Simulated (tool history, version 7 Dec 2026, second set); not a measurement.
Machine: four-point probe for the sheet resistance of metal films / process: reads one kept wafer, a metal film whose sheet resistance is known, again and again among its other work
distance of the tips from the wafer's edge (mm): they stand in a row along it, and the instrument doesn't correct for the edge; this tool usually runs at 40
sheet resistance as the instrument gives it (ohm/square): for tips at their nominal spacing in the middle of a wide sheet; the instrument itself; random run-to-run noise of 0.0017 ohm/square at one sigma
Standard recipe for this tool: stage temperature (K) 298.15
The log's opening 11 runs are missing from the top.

run     day  stage temperature (K)  distance of the tips from the wafer's edge (mm)  sheet resistance as the instrument gives it (ohm/square)
 12   8.775                 298.15                                                4                                                  8.901535
 13   9.421                 298.15                                                4                                                  8.902978
 14  10.171                 298.15                                               40                                                  8.624561
 15  10.783                 298.15                                               40                                                  8.623815
 16  11.288                 304.15                                               40                                                  8.579677
 17  12.242                 298.15                                                4                                                  8.902621
 18  12.875                 298.15                                               40                                                  8.624081
 19  13.646                 298.15                                               40                                                  8.623874
 20  14.079                 298.15                                               40                                                  8.621141
 21  15.025                 298.15                                               40                                                  8.622836
 22  15.571                 294.15                                               40                                                  8.654235
 23  16.529                 304.15                                               26                                                   8.58341
 24  17.167                 296.15                                               26                                                  8.644256

Run 25 has not been measured yet. What should we expect?
 25  17.988                 296.15                                               26                                                         ?

sheet resistance as the instrument gives it (ohm/square): 8.639894
The same run, on a tool lacking any hidden state, would have yielded sheet resistance as the instrument gives it (ohm/square) 8.639924.
